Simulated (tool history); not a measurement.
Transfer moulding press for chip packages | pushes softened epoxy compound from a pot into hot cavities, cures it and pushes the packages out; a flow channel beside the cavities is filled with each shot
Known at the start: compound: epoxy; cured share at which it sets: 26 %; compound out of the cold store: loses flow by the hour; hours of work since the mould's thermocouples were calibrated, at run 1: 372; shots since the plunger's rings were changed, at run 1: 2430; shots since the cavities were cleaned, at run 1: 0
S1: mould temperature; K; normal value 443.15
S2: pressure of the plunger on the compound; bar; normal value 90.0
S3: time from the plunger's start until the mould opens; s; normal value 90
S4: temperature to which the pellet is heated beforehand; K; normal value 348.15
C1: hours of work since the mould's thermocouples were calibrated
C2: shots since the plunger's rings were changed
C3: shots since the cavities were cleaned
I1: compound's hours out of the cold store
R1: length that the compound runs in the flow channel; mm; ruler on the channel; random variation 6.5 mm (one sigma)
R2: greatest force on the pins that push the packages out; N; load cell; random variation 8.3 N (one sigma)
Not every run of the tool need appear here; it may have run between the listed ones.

| run | hour | S1 | S2 | S3 | S4 | C1 | C2 | C3 | I1 | R1 | R2 |
|---|---|---|---|---|---|---|---|---|---|---|---|
| 1 | 0.0 | 443.15 | 90.0 | 90 | 348.15 | 372 | 2430 | 0 | 45.3 | 670 | 351 |
| 2 | 7.7 | 443.15 | 90.0 | 90 | 348.15 | 377 | 2513 | 83 | 36.0 | 710 | 403 |
| 3 | 15.6 | 443.15 | 90.0 | 90 | 343.15 | 382 | 2599 | 169 | 25.6 | 732 | 465 |
| 4 | 23.0 | 443.15 | 90.0 | 90 | 343.15 | 386 | 2679 | 249 | 37.6 | 703 | 515 |
| 5 | 32.5 | 443.15 | 90.0 | 90 | 343.15 | 392 | 2782 | 352 | 43.7 | 672 | 555 |
|  | 45.0 | cavities cleaned with cleaning compound and waxed |
| 6 | 47.3 | 443.15 | 90.0 | 90 | 348.15 | 400 | 2927 | 25 | 29.9 | 726 | 371 |
| 7 | 56.1 | 443.15 | 90.0 | 90 | 358.15 | 405 | 3023 | 121 | 31.1 | 728 | 433 |
| 8 | 69.8 | 443.15 | 90.0 | 114 | 348.15 | 413 | 3170 | 268 | 31.9 | 712 | 425 |
|  | 77.8 | mould's thermocouples calibrated |
| 9 | 87.4 | 443.15 | 90.0 | 114 | 348.15 | 6 | 3340 | 438 | 18.7 | 769 | 479 |
|  | 92.4 | cavities cleaned with cleaning compound and waxed |
| 10 | 98.4 | 443.15 | 90.0 | 114 | 348.15 | 11 | 3443 | 65 | 33.9 | 705 | 334 |
| 11 | 105.2 | 443.15 | 90.0 | 90 | 348.15 | 15 | 3517 | 139 | 17.2 | 765 | 482 |
| 12 | 112.1 | 443.15 | 90.0 | 90 | 348.15 | 20 | 3592 | 214 | 47.1 | 675 | 504 |
| 13 | 122.1 | 443.15 | 90.0 | 90 | 353.15 | 25 | 3701 | 323 | 8.9 | 800 | 586 |
| 14 | 134.6 | 443.15 | 90.0 | 90 | 353.15 | 33 | 3836 | 458 | 20.8 | 754 | 631 |
|  | 137.4 | cavities cleaned with cleaning compound and waxed |
|  | 147.5 | plunger's sealing rings changed |
| 15 | 154.4 | 443.15 | 90.0 | 90 | 353.15 | 42 | 75 | 156 | 12.6 | 827 | 515 |
| 16 | 165.8 | 437.15 | 74.0 | 85 | 354.15 | 49 | 199 | 280 | 46.7 | 667 | 886 |
| 17 | 177.1 | 440.15 | 78.8 | 129 | 339.15 | 56 | 321 | 402 | 9.0 | 803 | 476 |
|  | 185.0 | cavities cleaned with cleaning compound and waxed |
| 18 | 186.7 | 447.15 | 101.1 | 90 | 340.15 | 61 | 409 | 18 | 25.4 | 815 | 331 |
| 19 | 199.0 | 447.15 | 101.1 | 90 | 340.15 | 68 | 543 | 152 | 24.7 | 818 | 408 |
| 20 | 215.2 | 440.15 | 90.0 | 70 | 348.15 | 78 | 718 | 327 | 13.7 | 841 | 1349 |
| 21 | 226.8 | 435.15 | 90.0 | 90 | 358.15 | 84 | 844 | 453 | 25.7 | 806 | 1089 |
|  | 230.1 | cavities cleaned with cleaning compound and waxed |
| 22 | 242.7 | 445.15 | 91.8 | 109 | 345.15 | 93 | 1001 | 137 | 23.7 | 781 | 365 |
| 23 | 255.7 | 445.15 | 91.8 | 109 | 345.15 | 101 | 1142 | 278 | 28.2 | 759 | 418 |
| 24 | 268.0 | 444.15 | 90.0 | 90 | 347.15 | 108 | 1275 | 411 | 36.7 | 724 | 548 |
|  | 275.2 | cavities cleaned with cleaning compound and waxed |
| 25 | 277.2 | 443.15 | 86.5 | 90 | 345.15 | 113 | 1359 | 22 | 34.0 | 725 | 391 |
| 26 | 284.1 | 443.15 | 86.5 | 90 | 345.15 | 117 | 1433 | 96 | 38.4 | 718 | 443 |
| 27 | 293.3 | 446.15 | 99.1 | 104 | 358.15 | 122 | 1534 | 197 | 33.2 | 753 | 399 |

Branching from run 27: 4 alternative next runs. What would each branch give?
| A | 301.1 | 443.15 | 90.0 | 97 | 341.15 | 127 | 1618 | 281 | 47.1 | ? | ? |
| B | 301.1 | 443.15 | 90.0 | 90 | 343.15 | 127 | 1618 | 281 | 12.4 | ? | ? |
| C | 301.1 | 446.15 | 106.7 | 91 | 348.15 | 127 | 1618 | 281 | 39.4 | ? | ? |
| D | 301.1 | 443.15 | 90.0 | 106 | 348.15 | 127 | 1618 | 281 | 40.6 | ? | ? |

| run | R1 | R2 |
|---|---|---|
| A | 695 | 491 |
| B | 800 | 576 |
| C | 771 | 472 |
| D | 720 | 443 |
Stripped of hidden state, with their random variation kept, the same runs would have yielded:
| run | R1 | R2 |
|---|---|---|
| A | 717 | 331 |
| B | 825 | 394 |
| C | 795 | 319 |
| D | 743 | 299 |
